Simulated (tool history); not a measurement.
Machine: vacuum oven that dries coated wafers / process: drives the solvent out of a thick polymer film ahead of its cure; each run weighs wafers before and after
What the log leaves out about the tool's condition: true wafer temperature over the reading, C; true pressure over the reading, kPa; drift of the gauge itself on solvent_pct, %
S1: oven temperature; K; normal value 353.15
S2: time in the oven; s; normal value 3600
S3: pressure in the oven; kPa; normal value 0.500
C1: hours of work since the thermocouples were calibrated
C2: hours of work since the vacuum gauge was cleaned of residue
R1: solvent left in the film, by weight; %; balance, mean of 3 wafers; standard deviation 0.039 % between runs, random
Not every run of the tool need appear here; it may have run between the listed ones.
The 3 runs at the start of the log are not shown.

Run 4, hour 46.8: usual settings but S1 343.15 K; C1 10; C2 300. Result: R1 3.22 %.
Run 5, hour 60.7: usual settings but S1 343.15 K; C1 17; C2 307. Result: R1 3.16 %.
Run 6, hour 83.2: usual settings but S1 343.15 K; C1 28; C2 318. Result: R1 3.11 %.
Run 7, hour 94.5: usual settings but S1 343.15 K; C1 33; C2 323. Result: R1 3.21 %.
Run 8, hour 112.0: usual settings but S1 340.15 K; C1 41; C2 331. Result: R1 3.88 %.
Run 9, hour 125.1: usual settings but S1 340.15 K; C1 48; C2 338. Result: R1 3.84 %.
Run 10, hour 148.9: usual settings; C1 59; C2 349. Result: R1 1.38 %.
Run 11, hour 160.9: usual settings; C1 65; C2 355. Result: R1 1.29 %.
Run 12, hour 181.4: usual settings; C1 74; C2 364. Result: R1 1.39 %.
Run 13, hour 194.2: usual settings; C1 81; C2 371. Result: R1 1.37 %.
Run 14, hour 207.3: usual settings; C1 87; C2 377. Result: R1 1.35 %.
Run 15, hour 220.6: usual settings; C1 93; C2 383. Result: R1 1.37 %.
At hour 223.7: vacuum gauge cleaned of residue and calibrated.
Run 16, hour 240.5: usual settings; C1 102; C2 8. Result: R1 1.33 %.
Run 17, hour 255.5: usual settings; C1 109; C2 15. Result: R1 1.32 %.
Run 18, hour 270.2: usual settings but S2 4860 s, S3 0.309 kPa; C1 116; C2 22. Result: R1 0.67 %.

Run 19, settings as shown, results not yet in. Your forecast:
Run 19, hour 292.2: usual settings but S1 358.15 K, S2 2580 s; C1 127; C2 33. Result: R1 ?.

R1: 1.36 %
If the tool had no hidden condition, the same run with the same run-to-run variation would have returned R1 1.23 %.
